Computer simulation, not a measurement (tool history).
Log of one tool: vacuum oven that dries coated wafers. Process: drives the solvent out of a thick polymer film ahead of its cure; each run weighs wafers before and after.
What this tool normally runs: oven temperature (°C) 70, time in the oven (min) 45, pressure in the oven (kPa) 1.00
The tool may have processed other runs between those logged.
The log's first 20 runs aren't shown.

run,hour,oven temperature (°C),time in the oven (min),pressure in the oven (kPa),solvent left in the film (%)
21,222.9,70,45,1.00,1.68
22,230.9,70,45,1.00,1.73
23,240.3,70,45,1.00,1.66
24,250.4,70,65,1.00,0.98
25,260.7,69,33,0.77,2.78
# hour 263.7: oven's thermocouples calibrated
26,275.3,69,33,0.77,2.74
27,282.5,70,41,1.00,1.88
28,290.9,70,41,1.00,1.88
29,299.1,65,29,1.17,4.43
30,313.9,65,29,1.17,4.46
31,321.3,65,29,1.17,4.43

Estimate the outcome of run 32 from the log above:
32,331.9,61,51,0.94,?

solvent left in the film (%): 2.77
If the tool had no hidden condition, the same run with the same run-to-run variation would have returned solvent left in the film (%) 2.92.
